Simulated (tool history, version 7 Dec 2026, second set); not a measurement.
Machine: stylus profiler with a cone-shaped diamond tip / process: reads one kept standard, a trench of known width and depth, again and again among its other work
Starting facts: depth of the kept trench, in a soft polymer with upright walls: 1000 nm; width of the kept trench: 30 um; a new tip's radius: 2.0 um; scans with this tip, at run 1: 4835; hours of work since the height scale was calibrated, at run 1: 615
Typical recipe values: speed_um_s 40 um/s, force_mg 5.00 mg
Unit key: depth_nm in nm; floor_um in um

run,day,speed_um_s,force_mg,scans with this tip,hours of work since the height scale was calibrated,depth_nm,floor_um
1,0.000,40,5.00,4835,615,1011.62,26.49
2,1.217,40,5.00,5004,637,1011.67,26.44
3,4.171,40,2.88,5414,689,1008.08,26.44
4,5.412,40,13.76,5587,711,1022.72,26.49
5,7.462,40,13.76,5871,747,1022.96,26.51
6,10.438,40,5.00,6285,800,1011.33,26.51
7,11.983,40,5.00,6500,827,1011.61,26.49
8,14.650,40,5.00,6870,874,1011.43,26.49
9,16.971,118,8.21,7193,915,1015.94,26.45
10,19.167,118,8.27,7498,954,1016.27,26.40
11,21.946,30,6.67,7884,1003,1013.90,26.49
# day 23.904: new tip fitted, height scale calibrated
12,24.854,17,6.67,132,17,1014.11,26.47
13,27.467,83,12.61,495,63,1021.51,26.48
14,30.038,11,7.09,853,108,1014.47,26.49
15,32.333,40,11.74,1171,149,1020.61,26.51
16,34.192,113,11.74,1430,182,1020.71,26.46

For each entry between runs, how does the tool's hidden state at the last listed run before it compare with that at the first listed run after it?
Between runs 11 and 12: new tip fitted, height scale calibrated (day 23.904)
  radius of the tip, um: 2.01 -> 2; height scale over the true one, %: -0.001 -> 0
